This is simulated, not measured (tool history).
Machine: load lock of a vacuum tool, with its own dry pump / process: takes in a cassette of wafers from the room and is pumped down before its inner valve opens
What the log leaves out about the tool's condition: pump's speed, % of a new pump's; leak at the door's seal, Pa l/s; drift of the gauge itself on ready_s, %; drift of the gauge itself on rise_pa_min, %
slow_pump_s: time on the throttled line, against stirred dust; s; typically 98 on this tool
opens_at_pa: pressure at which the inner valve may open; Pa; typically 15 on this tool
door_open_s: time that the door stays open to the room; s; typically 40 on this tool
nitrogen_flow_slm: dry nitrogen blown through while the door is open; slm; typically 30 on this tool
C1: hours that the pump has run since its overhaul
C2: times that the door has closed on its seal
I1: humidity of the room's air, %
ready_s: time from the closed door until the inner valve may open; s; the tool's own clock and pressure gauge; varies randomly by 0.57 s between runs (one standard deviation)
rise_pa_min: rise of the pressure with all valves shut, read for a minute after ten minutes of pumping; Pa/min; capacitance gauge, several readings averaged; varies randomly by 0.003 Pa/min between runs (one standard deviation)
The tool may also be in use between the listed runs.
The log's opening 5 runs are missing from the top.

{"run": 6, "hour": 350.1, "slow_pump_s": 98, "opens_at_pa": 20, "door_open_s": 40, "nitrogen_flow_slm": 30, "C1": 4308, "C2": 16215, "I1": 44.3, "ready_s": 141.7, "rise_pa_min": 0.099}
{"run": 7, "hour": 444.5, "slow_pump_s": 56, "opens_at_pa": 15, "door_open_s": 40, "nitrogen_flow_slm": 30, "C1": 4403, "C2": 16654, "I1": 44.7, "ready_s": 109.9, "rise_pa_min": 0.103}
{"run": 8, "hour": 542.4, "slow_pump_s": 56, "opens_at_pa": 15, "door_open_s": 40, "nitrogen_flow_slm": 30, "C1": 4500, "C2": 17108, "I1": 41.5, "ready_s": 109.8, "rise_pa_min": 0.099}
{"run": 9, "hour": 583.8, "slow_pump_s": 98, "opens_at_pa": 15, "door_open_s": 40, "nitrogen_flow_slm": 38, "C1": 4542, "C2": 17301, "I1": 43.7, "ready_s": 144.4, "rise_pa_min": 0.099}
{"run": 10, "hour": 677.4, "slow_pump_s": 98, "opens_at_pa": 15, "door_open_s": 40, "nitrogen_flow_slm": 38, "C1": 4635, "C2": 17736, "I1": 47.5, "ready_s": 143.6, "rise_pa_min": 0.099}
{"run": 11, "hour": 753.5, "slow_pump_s": 98, "opens_at_pa": 15, "door_open_s": 40, "nitrogen_flow_slm": 38, "C1": 4712, "C2": 18089, "I1": 45, "ready_s": 145, "rise_pa_min": 0.105}
{"run": 12, "hour": 849.4, "slow_pump_s": 98, "opens_at_pa": 15, "door_open_s": 40, "nitrogen_flow_slm": 33, "C1": 4807, "C2": 18534, "I1": 45, "ready_s": 143.2, "rise_pa_min": 0.11}
{"run": 13, "hour": 907.3, "slow_pump_s": 98, "opens_at_pa": 15, "door_open_s": 40, "nitrogen_flow_slm": 33, "C1": 4865, "C2": 18804, "I1": 43.9, "ready_s": 144.4, "rise_pa_min": 0.108}
{"run": 14, "hour": 988.7, "slow_pump_s": 98, "opens_at_pa": 15, "door_open_s": 40, "nitrogen_flow_slm": 33, "C1": 4947, "C2": 19182, "I1": 43.8, "ready_s": 143.7, "rise_pa_min": 0.114}
{"run": 15, "hour": 1040.9, "slow_pump_s": 98, "opens_at_pa": 15, "door_open_s": 40, "nitrogen_flow_slm": 30, "C1": 4999, "C2": 19424, "I1": 43.4, "ready_s": 144.1, "rise_pa_min": 0.114}
{"run": 16, "hour": 1084.2, "slow_pump_s": 98, "opens_at_pa": 15, "door_open_s": 40, "nitrogen_flow_slm": 30, "C1": 5042, "C2": 19625, "I1": 47.4, "ready_s": 145, "rise_pa_min": 0.122}
{"run": 17, "hour": 1155.7, "slow_pump_s": 98, "opens_at_pa": 15, "door_open_s": 40, "nitrogen_flow_slm": 30, "C1": 5114, "C2": 19957, "I1": 42.7, "ready_s": 143.8, "rise_pa_min": 0.123}
{"run": 18, "hour": 1221.7, "slow_pump_s": 98, "opens_at_pa": 15, "door_open_s": 40, "nitrogen_flow_slm": 30, "C1": 5180, "C2": 20264, "I1": 45.7, "ready_s": 144.3, "rise_pa_min": 0.12}
{"run": 19, "hour": 1299.0, "slow_pump_s": 98, "opens_at_pa": 13, "door_open_s": 40, "nitrogen_flow_slm": 30, "C1": 5257, "C2": 20623, "I1": 42.5, "ready_s": 144.8, "rise_pa_min": 0.123}
{"run": 20, "hour": 1359.7, "slow_pump_s": 53, "opens_at_pa": 23, "door_open_s": 110, "nitrogen_flow_slm": 15, "C1": 5318, "C2": 20905, "I1": 46, "ready_s": 104.6, "rise_pa_min": 0.163}

The next listed run, before its measurement:
{"run": 21, "hour": 1456.8, "slow_pump_s": 53, "opens_at_pa": 15, "door_open_s": 110, "nitrogen_flow_slm": 36, "C1": 5415, "C2": 21356, "I1": 43.1, "ready_s": "?", "rise_pa_min": "?"}

Logged for run 21: ready_s 107 s, rise_pa_min 0.136 Pa/min.
With no hidden state in the tool, this same run would have given ready_s 104.2 s, rise_pa_min 0.046 Pa/min.

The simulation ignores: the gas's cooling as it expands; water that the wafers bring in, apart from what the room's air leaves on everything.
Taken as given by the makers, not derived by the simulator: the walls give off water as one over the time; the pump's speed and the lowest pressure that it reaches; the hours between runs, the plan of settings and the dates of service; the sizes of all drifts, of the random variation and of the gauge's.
